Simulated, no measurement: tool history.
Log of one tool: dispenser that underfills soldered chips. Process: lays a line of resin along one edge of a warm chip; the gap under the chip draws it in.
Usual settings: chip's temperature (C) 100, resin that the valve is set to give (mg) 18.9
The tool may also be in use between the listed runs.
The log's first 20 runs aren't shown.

run,hour,chip's temperature (C),resin that the valve is set to give (mg),hours of work since the syringe was changed,hours of work since the valve was cleaned,hours of work since the stage was calibrated,time until the resin shows at the far edge (s),resin that the valve gave (mg)
21,223.9,93,23.8,7,13,128,110.3,23.49
# hour 231.9: new syringe of resin
22,240.1,102,18.8,5,23,138,85.4,18.33
# hour 252.3: new syringe of resin
23,252.6,92,18.8,0,30,145,87.8,18.19
24,268.7,103,21.8,10,40,155,98.8,20.89
# hour 272.5: new syringe of resin
25,281.7,106,19,6,48,163,75.2,18.05
# hour 292.2: new syringe of resin
26,297.5,107,17,3,58,172,71,15.9
27,310.4,88,20,11,66,180,154.5,18.66
# hour 311.9: new syringe of resin
# hour 322.1: dispensing valve cleaned and set on the balance
28,324.6,104,21.4,7,2,188,85.6,21.46
# hour 332.5: new syringe of resin
29,336.9,110,18.9,3,9,195,59.8,18.85
30,351.4,114,19.9,12,18,204,79.7,19.69
# hour 353: new syringe of resin
31,363.8,93,17.1,7,25,212,112.3,16.73
# hour 373.1: new syringe of resin
32,376.5,104,20.9,2,33,219,68.2,20.26
33,385.9,104,20.9,8,39,225,86.2,19.99
# hour 392.5: new syringe of resin
34,395.7,104,20.9,2,44,231,71.1,20.06

Forecast each of these 5 alternatives for the next run:
A,411,94,19.5,11,54,240,?,?
B,411,107,18.3,11,54,240,?,?
C,411,100,22.6,11,54,240,?,?
D,411,92,16.7,11,54,240,?,?
E,411,99,18.9,11,54,240,?,?

run,time until the resin shows at the far edge (s),resin that the valve gave (mg)
A,133.2,18.48
B,94.8,17.53
C,110.3,21.25
D,145.8,16
E,116.5,17.98
Without the tool's hidden state the same runs would have given:
run,time until the resin shows at the far edge (s),resin that the valve gave (mg)
A,84,19.48
B,59.2,18.47
C,69.6,22.39
D,91.3,16.86
E,73.2,18.95
